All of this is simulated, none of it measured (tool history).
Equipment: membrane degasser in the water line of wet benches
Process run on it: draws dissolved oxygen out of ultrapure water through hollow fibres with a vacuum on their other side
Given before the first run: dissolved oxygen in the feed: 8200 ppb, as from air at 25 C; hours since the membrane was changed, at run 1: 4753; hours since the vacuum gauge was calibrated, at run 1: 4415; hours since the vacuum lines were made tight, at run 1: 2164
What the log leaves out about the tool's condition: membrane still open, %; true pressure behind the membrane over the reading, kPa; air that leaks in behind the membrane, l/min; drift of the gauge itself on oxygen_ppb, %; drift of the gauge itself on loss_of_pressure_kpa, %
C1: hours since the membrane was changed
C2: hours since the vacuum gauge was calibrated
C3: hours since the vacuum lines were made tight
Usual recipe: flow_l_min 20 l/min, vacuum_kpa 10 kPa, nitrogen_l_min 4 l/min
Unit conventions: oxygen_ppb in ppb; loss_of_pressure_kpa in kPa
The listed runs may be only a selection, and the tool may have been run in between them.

run 1 hour=0 | flow_l_min=20 vacuum_kpa=10 nitrogen_l_min=4 | C1=4753 C2=4415 C3=2164 | oxygen_ppb=84.1 loss_of_pressure_kpa=66.59
run 2 hour=169.9 | flow_l_min=20 vacuum_kpa=10 nitrogen_l_min=3.05 | C1=4922 C2=4585 C3=2334 | oxygen_ppb=109.6 loss_of_pressure_kpa=66.77
run 3 hour=303.1 | flow_l_min=20 vacuum_kpa=10 nitrogen_l_min=2.23 | C1=5056 C2=4718 C3=2467 | oxygen_ppb=144.3 loss_of_pressure_kpa=66.64
run 4 hour=469.5 | flow_l_min=29 vacuum_kpa=10 nitrogen_l_min=4 | C1=5222 C2=4884 C3=2633 | oxygen_ppb=125.6 loss_of_pressure_kpa=96.55
run 5 hour=647.5 | flow_l_min=29 vacuum_kpa=10 nitrogen_l_min=4 | C1=5400 C2=5062 C3=2811 | oxygen_ppb=126 loss_of_pressure_kpa=96.55
run 6 hour=791.3 | flow_l_min=15 vacuum_kpa=10 nitrogen_l_min=4 | C1=5544 C2=5206 C3=2955 | oxygen_ppb=63.6 loss_of_pressure_kpa=50.02
run 7 hour=959.6 | flow_l_min=15 vacuum_kpa=10 nitrogen_l_min=4 | C1=5712 C2=5374 C3=3123 | oxygen_ppb=63.6 loss_of_pressure_kpa=49.61
run 8 hour=1099 | flow_l_min=15 vacuum_kpa=10 nitrogen_l_min=4 | C1=5852 C2=5514 C3=3263 | oxygen_ppb=64.1 loss_of_pressure_kpa=49.75
run 9 hour=1220.7 | flow_l_min=15 vacuum_kpa=10 nitrogen_l_min=4 | C1=5973 C2=5636 C3=3384 | oxygen_ppb=62.7 loss_of_pressure_kpa=49.66
run 10 hour=1307.4 | flow_l_min=15 vacuum_kpa=10 nitrogen_l_min=4 | C1=6060 C2=5722 C3=3471 | oxygen_ppb=62.4 loss_of_pressure_kpa=49.95
run 11 hour=1405.2 | flow_l_min=15 vacuum_kpa=12.9 nitrogen_l_min=4 | C1=6158 C2=5820 C3=3569 | oxygen_ppb=90.4 loss_of_pressure_kpa=49.8
run 12 hour=1554.9 | flow_l_min=14 vacuum_kpa=10 nitrogen_l_min=4 | C1=6307 C2=5970 C3=3719 | oxygen_ppb=59 loss_of_pressure_kpa=45.96
run 13 hour=1678.8 | flow_l_min=14 vacuum_kpa=10 nitrogen_l_min=4 | C1=6431 C2=6094 C3=3843 | oxygen_ppb=60.5 loss_of_pressure_kpa=46.02
run 14 hour=1828.1 | flow_l_min=14 vacuum_kpa=10 nitrogen_l_min=4 | C1=6581 C2=6243 C3=3992 | oxygen_ppb=58.9 loss_of_pressure_kpa=46.26
run 15 hour=1988.6 | flow_l_min=20 vacuum_kpa=10 nitrogen_l_min=4 | C1=6741 C2=6403 C3=4152 | oxygen_ppb=84.4 loss_of_pressure_kpa=66.13
run 16 hour=2119 | flow_l_min=20 vacuum_kpa=10 nitrogen_l_min=4 | C1=6871 C2=6534 C3=4283 | oxygen_ppb=83.9 loss_of_pressure_kpa=65.94

For run 17, what comes out?
run 17 hour=2230.7 | flow_l_min=20 vacuum_kpa=10 nitrogen_l_min=4 | C1=6983 C2=6646 C3=4394 | oxygen_ppb=? loss_of_pressure_kpa=?

{"run 17": {"oxygen_ppb": 85.1, "loss_of_pressure_kpa": 65.43}}
With no hidden state in the tool, this same run would have given oxygen_ppb 85.1 ppb, loss_of_pressure_kpa 66.22 kPa.
